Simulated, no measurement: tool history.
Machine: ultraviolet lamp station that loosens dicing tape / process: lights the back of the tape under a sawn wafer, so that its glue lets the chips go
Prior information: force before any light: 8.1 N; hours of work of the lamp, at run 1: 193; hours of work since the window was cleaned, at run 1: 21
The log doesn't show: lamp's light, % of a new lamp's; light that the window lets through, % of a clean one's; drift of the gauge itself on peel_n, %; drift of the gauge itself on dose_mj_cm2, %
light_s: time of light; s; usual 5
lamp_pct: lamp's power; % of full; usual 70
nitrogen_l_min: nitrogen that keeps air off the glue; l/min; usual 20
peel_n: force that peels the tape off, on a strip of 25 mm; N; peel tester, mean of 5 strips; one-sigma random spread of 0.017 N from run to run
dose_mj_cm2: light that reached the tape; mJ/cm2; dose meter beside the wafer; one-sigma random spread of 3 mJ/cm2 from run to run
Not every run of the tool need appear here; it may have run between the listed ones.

| run | day | light_s | lamp_pct | nitrogen_l_min | hours of work of the lamp | hours of work since the window was cleaned | peel_n | dose_mj_cm2 |
|---|---|---|---|---|---|---|---|---|
| 1 | 0 | 5 | 70 | 20 | 193 | 21 | 0.947 | 426 |
| 2 | 0.396 | 3 | 70 | 20 | 199 | 28 | 2.115 | 258 |
| 3 | 1.204 | 3 | 70 | 20 | 213 | 41 | 2.167 | 252 |
| 4 | 2 | 3 | 70 | 20 | 226 | 54 | 2.244 | 251 |
| 5 | 2.4 | 3 | 85 | 20 | 233 | 61 | 1.755 | 302 |
| 6 | 3.217 | 3 | 85 | 20 | 246 | 75 | 1.698 | 301 |
| 7 | 3.862 | 5 | 70 | 20 | 257 | 86 | 1.005 | 406 |
| 8 | 4.679 | 5 | 70 | 20 | 271 | 99 | 1.068 | 409 |
| 9 | 5.067 | 5 | 70 | 20 | 277 | 106 | 1.043 | 404 |
| 10 | 5.529 | 5 | 88 | 26 | 285 | 113 | 0.571 | 503 |
| 11 | 6.225 | 7 | 67 | 38 | 296 | 125 | 0.359 | 539 |
| 12 | 6.933 | 8 | 63 | 38 | 308 | 137 | 0.302 | 569 |
| 13 | 7.396 | 4 | 61 | 20 | 316 | 144 | 1.985 | 271 |
| 14 | 8.042 | 4 | 61 | 20 | 327 | 155 | 1.944 | 271 |
| 15 | 8.521 | 4 | 61 | 20 | 335 | 163 | 2.014 | 268 |
| 16 | 9.104 | 4 | 61 | 20 | 345 | 173 | 2.007 | 264 |

Below are 5 alternative next runs, each starting from the tool's condition after run 16. Predict each:
| A | 9.717 | 4 | 70 | 8 | 355 | 183 | ? | ? |
| B | 9.717 | 4 | 80 | 20 | 355 | 183 | ? | ? |
| C | 9.717 | 2 | 62 | 37 | 355 | 183 | ? | ? |
| D | 9.717 | 4 | 95 | 40 | 355 | 183 | ? | ? |
| E | 9.717 | 4 | 87 | 26 | 355 | 183 | ? | ? |

| run | peel_n | dose_mj_cm2 |
|---|---|---|
| A | 2.757 | 310 |
| B | 1.363 | 351 |
| C | 3.358 | 136 |
| D | 0.616 | 412 |
| E | 0.972 | 375 |
Without the tool's hidden state the same runs would have given:
| run | peel_n | dose_mj_cm2 |
|---|---|---|
| A | 2.262 | 367 |
| B | 1.003 | 416 |
| C | 2.863 | 161 |
| D | 0.42 | 489 |
| E | 0.68 | 445 |
